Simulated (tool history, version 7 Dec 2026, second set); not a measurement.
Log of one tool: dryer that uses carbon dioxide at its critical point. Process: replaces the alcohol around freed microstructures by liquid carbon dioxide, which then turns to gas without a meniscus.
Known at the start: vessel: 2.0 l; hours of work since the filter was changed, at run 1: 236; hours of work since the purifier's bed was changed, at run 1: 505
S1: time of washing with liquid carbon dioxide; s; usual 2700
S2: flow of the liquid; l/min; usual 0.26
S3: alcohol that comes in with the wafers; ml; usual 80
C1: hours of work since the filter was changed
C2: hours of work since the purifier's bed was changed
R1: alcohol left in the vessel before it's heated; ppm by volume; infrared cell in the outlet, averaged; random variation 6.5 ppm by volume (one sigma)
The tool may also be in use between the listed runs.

run,hour,S1,S2,S3,C1,C2,R1
1,0,2700,0.26,80,236,505,593
2,61.6,2700,0.26,80,260,529,617
3,124.2,2700,0.26,80,285,554,650
4,149.9,2700,0.26,80,295,564,647
5,190.8,2700,0.26,80,311,580,663
6,236.2,2700,0.26,80,329,598,678
7,289.3,2700,0.26,80,350,619,721
8,320.7,2700,0.26,80,362,632,703
9,373.2,2700,0.343,80,383,652,376
10,428.1,2700,0.26,80,405,674,775
11,465.2,2640,0.26,80,419,689,856
12,494.4,2700,0.26,29,431,700,480
13,532.9,2700,0.26,29,446,715,485
# hour 540.2: purifier's bed changed
14,571.3,2040,0.26,80,460,12,1547
# hour 612.4: inlet filter changed
15,617.1,2040,0.26,80,2,30,926
16,657.5,2040,0.26,80,18,46,959
17,695.3,2040,0.26,80,33,61,1002
18,751.1,2280,0.248,32,55,83,355
19,793,2280,0.248,73,71,99,781
20,855.9,2820,0.16,61,96,124,1587
21,881.5,2580,0.222,65,106,134,731
22,917.3,2580,0.222,65,120,149,742
23,977.5,1920,0.282,62,144,172,860
24,1022.3,2460,0.26,29,162,190,275
25,1064.4,2460,0.26,29,178,207,272
26,1096,2460,0.26,29,191,219,283
27,1144.9,2700,0.217,55,210,238,692
28,1205.4,2700,0.217,55,234,262,716

The same runs without the tool's hidden state, with the same run-to-run variation:
The hidden state here: flow that reaches the vessel past the clogged filter, %; alcohol in the recycled carbon dioxide, ppm; drift of the gauge itself on alcohol_ppm, %.
run,R1
1,274
2,269
3,271
4,263
5,265
6,266
7,275
8,266
9,54
10,273
11,309
12,104
13,99
14,920
15,887
16,897
17,916
18,291
19,660
20,1371
21,577
22,572
23,652
24,156
25,142
26,141
27,443
28,446

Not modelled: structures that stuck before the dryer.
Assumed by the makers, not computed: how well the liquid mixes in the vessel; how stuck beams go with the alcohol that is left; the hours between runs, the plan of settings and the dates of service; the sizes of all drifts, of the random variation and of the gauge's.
